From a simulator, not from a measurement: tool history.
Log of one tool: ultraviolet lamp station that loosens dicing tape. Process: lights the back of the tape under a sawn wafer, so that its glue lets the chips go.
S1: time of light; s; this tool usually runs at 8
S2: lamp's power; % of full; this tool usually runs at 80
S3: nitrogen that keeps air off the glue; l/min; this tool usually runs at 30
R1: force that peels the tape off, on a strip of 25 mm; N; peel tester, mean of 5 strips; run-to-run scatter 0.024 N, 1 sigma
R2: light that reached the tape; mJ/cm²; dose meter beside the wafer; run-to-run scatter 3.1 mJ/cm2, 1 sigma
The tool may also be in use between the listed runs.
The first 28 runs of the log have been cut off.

run   hour  S1  S2  S3     R1   R2
 29  726.8   9  80  13  1.643  528
 30  752.3   9  80  13  1.589  528
 31  768.4   8  84  30  1.091  489
 32  783.7  10  90  12  1.095  651
 33  817.7  10  90  12  1.120  650
 34  840.9  10  90  12  1.130  657
 35  875.1   8  82  22  1.370  480
 36  901.8   8  98  30  0.816  570
 37  921.7   8  80  11  2.118  469
 38  950.8   5  72  23  3.057  260
 39  976.7   5  60  44  3.026  218

Branching from run 39: 4 alternative next runs. What would each branch give?
  A  1011.6  11  80  31   ?   ?
  B  1011.6   5  97  13   ?   ?
  C  1011.6  12  60  44   ?   ?
  D  1011.6   8  67  48   ?   ?

run     R1   R2
  A  0.645  642
  B  2.719  355
  C  0.791  528
  D  1.307  388
Had the tool no hidden state, the same runs would have come out as:
run     R1   R2
  A  0.642  643
  B  2.711  356
  C  0.787  529
  D  1.302  389
